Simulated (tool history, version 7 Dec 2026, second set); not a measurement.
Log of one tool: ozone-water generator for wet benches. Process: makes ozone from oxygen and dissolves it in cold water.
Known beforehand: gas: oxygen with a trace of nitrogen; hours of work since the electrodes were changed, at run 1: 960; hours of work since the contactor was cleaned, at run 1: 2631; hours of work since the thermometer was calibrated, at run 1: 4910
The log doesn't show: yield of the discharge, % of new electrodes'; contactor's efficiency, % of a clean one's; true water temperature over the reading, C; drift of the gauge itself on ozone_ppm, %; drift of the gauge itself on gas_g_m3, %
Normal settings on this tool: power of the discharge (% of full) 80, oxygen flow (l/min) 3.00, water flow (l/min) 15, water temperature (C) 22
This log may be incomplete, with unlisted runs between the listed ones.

| run | day | power of the discharge (% of full) | oxygen flow (l/min) | water flow (l/min) | water temperature (C) | hours of work since the electrodes were changed | hours of work since the contactor was cleaned | hours of work since the thermometer was calibrated | dissolved ozone (ppm) | ozone in the gas ahead of the water (g/m3) |
|---|---|---|---|---|---|---|---|---|---|---|
| 1 | 0.000 | 80 | 3.00 | 15 | 22 | 960 | 2631 | 4910 | 12.9 | 155.3 |
| 2 | 1.912 | 80 | 3.00 | 15 | 22 | 996 | 2667 | 4946 | 12.7 | 156.4 |
| 3 | 3.071 | 53 | 3.00 | 15 | 22 | 1017 | 2689 | 4968 | 9.1 | 111.2 |
| 4 | 4.621 | 53 | 3.00 | 15 | 21 | 1047 | 2718 | 4997 | 9.2 | 111.1 |
| 5 | 7.425 | 53 | 3.00 | 15 | 21 | 1099 | 2771 | 5049 | 9.1 | 109.9 |
|  | 8.829 | water thermometer calibrated |
| 6 | 9.062 | 53 | 3.00 | 15 | 21 | 1130 | 2801 | 4 | 9.2 | 111.0 |
| 7 | 11.438 | 80 | 3.00 | 15 | 17 | 1174 | 2846 | 49 | 13.6 | 154.2 |
| 8 | 13.871 | 60 | 3.00 | 15 | 22 | 1220 | 2892 | 95 | 9.9 | 122.9 |
| 9 | 16.242 | 60 | 3.00 | 15 | 22 | 1265 | 2936 | 139 | 10.0 | 121.1 |
|  | 18.254 | water thermometer calibrated, once more |
| 10 | 18.271 | 80 | 3.00 | 15 | 22 | 1303 | 2974 | 0 | 12.7 | 153.9 |
| 11 | 20.542 | 80 | 3.00 | 15 | 22 | 1345 | 3017 | 43 | 12.7 | 154.6 |
| 12 | 22.575 | 77 | 3.00 | 15 | 22 | 1383 | 3055 | 81 | 12.4 | 148.5 |
| 13 | 24.058 | 77 | 3.00 | 15 | 22 | 1411 | 3083 | 109 | 12.3 | 149.4 |
| 14 | 26.054 | 77 | 3.00 | 15 | 22 | 1449 | 3120 | 147 | 12.2 | 149.4 |
| 15 | 28.279 | 77 | 3.00 | 15 | 22 | 1491 | 3162 | 189 | 12.1 | 149.0 |
| 16 | 30.767 | 80 | 3.00 | 14 | 22 | 1538 | 3209 | 235 | 12.9 | 155.3 |
| 17 | 32.392 | 80 | 3.00 | 14 | 22 | 1568 | 3240 | 266 | 13.1 | 154.5 |
| 18 | 34.442 | 97 | 2.41 | 14 | 25 | 1607 | 3278 | 305 | 14.2 | 195.2 |
| 19 | 36.304 | 97 | 2.41 | 14 | 25 | 1642 | 3313 | 340 | 14.2 | 192.9 |
| 20 | 37.729 | 97 | 2.41 | 14 | 25 | 1669 | 3340 | 366 | 14.3 | 194.7 |
| 21 | 39.567 | 97 | 2.57 | 14 | 24 | 1703 | 3375 | 401 | 14.8 | 190.0 |
| 22 | 41.775 | 80 | 1.63 | 9 | 22 | 1745 | 3416 | 443 | 16.2 | 191.5 |
| 23 | 43.850 | 55 | 1.61 | 14 | 30 | 1784 | 3455 | 482 | 7.6 | 142.6 |
| 24 | 45.267 | 55 | 1.61 | 14 | 30 | 1810 | 3482 | 508 | 7.5 | 143.7 |
| 25 | 47.617 | 55 | 1.73 | 14 | 18 | 1855 | 3526 | 552 | 8.7 | 138.1 |
| 26 | 49.675 | 80 | 1.56 | 12 | 28 | 1893 | 3565 | 591 | 11.8 | 195.6 |
| 27 | 52.004 | 64 | 1.56 | 10 | 24 | 1937 | 3609 | 635 | 12.1 | 161.2 |
| 28 | 54.754 | 64 | 4.64 | 9 | 24 | 1989 | 3660 | 687 | 14.3 | 106.2 |
|  | 55.350 | contactor cleaned |
| 29 | 56.125 | 64 | 4.99 | 20 | 14 | 2012 | 15 | 709 | 10.4 | 103.7 |
| 30 | 57.708 | 64 | 4.99 | 20 | 14 | 2041 | 44 | 739 | 10.4 | 103.1 |
| 31 | 59.188 | 64 | 4.99 | 20 | 14 | 2069 | 72 | 767 | 10.4 | 101.7 |
| 32 | 61.000 | 75 | 2.66 | 22 | 24 | 2103 | 106 | 801 | 8.4 | 150.8 |
| 33 | 63.254 | 61 | 2.56 | 19 | 27 | 2146 | 149 | 843 | 7.6 | 128.5 |
| 34 | 65.233 | 80 | 1.54 | 9 | 22 | 2183 | 186 | 881 | 16.5 | 194.8 |

A few steps of dissolved ozone (ppm) between consecutive runs. Split each: what settings, incoming material and random variation would produce without the hidden state, and what is left over for the hidden state, along with gauge scatter present in only one of the two compared results (measured, and without hidden state):
Run 6 -> 7: power of the discharge (% of full) 53 -> 80, water temperature (C) 21 -> 17. dissolved ozone (ppm) +4.4: hidden state -0.5, all else +4.9.
Run 22 -> 23: power of the discharge (% of full) 80 -> 55, oxygen flow (l/min) 1.63 -> 1.61, water flow (l/min) 9 -> 14, water temperature (C) 22 -> 30. dissolved ozone (ppm) -8.6: hidden state +0.8, all else -9.4.
Run 28 -> 29: oxygen flow (l/min) 4.64 -> 4.99, water flow (l/min) 9 -> 20, water temperature (C) 24 -> 14, contactor cleaned. dissolved ozone (ppm) -3.9: hidden state +0.8, all else -4.7.
Run 33 -> 34: power of the discharge (% of full) 61 -> 80, oxygen flow (l/min) 2.56 -> 1.54, water flow (l/min) 19 -> 9, water temperature (C) 27 -> 22. dissolved ozone (ppm) +8.9: hidden state -0.9, all else +9.8.
